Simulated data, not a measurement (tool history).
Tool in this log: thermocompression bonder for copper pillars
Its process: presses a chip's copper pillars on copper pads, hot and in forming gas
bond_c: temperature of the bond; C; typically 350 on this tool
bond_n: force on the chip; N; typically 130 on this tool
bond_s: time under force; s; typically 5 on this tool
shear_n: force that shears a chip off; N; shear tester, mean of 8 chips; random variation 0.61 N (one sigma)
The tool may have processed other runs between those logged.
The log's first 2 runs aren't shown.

run 3 hour=70.4 | bond_c=350 bond_n=130 bond_s=4 | shear_n=58.7
run 4 hour=97.1 | bond_c=350 bond_n=130 bond_s=4 | shear_n=58.8
run 5 hour=149.2 | bond_c=350 bond_n=130 bond_s=4 | shear_n=57.6
run 6 hour=176.2 | bond_c=350 bond_n=130 bond_s=4 | shear_n=59.1
-- hour=200.4 forming gas filter changed
run 7 hour=202.7 | bond_c=350 bond_n=89 bond_s=5 | shear_n=49.2
run 8 hour=234.1 | bond_c=350 bond_n=80 bond_s=5 | shear_n=44
run 9 hour=270.3 | bond_c=350 bond_n=80 bond_s=5 | shear_n=45
run 10 hour=298.7 | bond_c=350 bond_n=130 bond_s=5 | shear_n=64.6
run 11 hour=340.4 | bond_c=350 bond_n=130 bond_s=5 | shear_n=64
run 12 hour=371.3 | bond_c=350 bond_n=108 bond_s=5 | shear_n=56.6
run 13 hour=396.4 | bond_c=350 bond_n=108 bond_s=3 | shear_n=46.2
run 14 hour=430.2 | bond_c=350 bond_n=108 bond_s=3 | shear_n=46.6
run 15 hour=455.8 | bond_c=350 bond_n=130 bond_s=5 | shear_n=64.3
run 16 hour=480.6 | bond_c=350 bond_n=98 bond_s=5 | shear_n=51.3
run 17 hour=525.6 | bond_c=360 bond_n=98 bond_s=4 | shear_n=52.9
run 18 hour=547.5 | bond_c=376 bond_n=98 bond_s=9 | shear_n=82.6
run 19 hour=586.3 | bond_c=335 bond_n=79 bond_s=7 | shear_n=40.9
run 20 hour=624.3 | bond_c=350 bond_n=127 bond_s=14 | shear_n=87.3

Run 21 has not been measured yet. What should we expect?
run 21 hour=659.8 | bond_c=322 bond_n=84 bond_s=3 | shear_n=?

shear_n: 24.5 N
Were there no unlogged condition in the tool, this run, its random variation unchanged, would have produced shear_n 26.6 N.
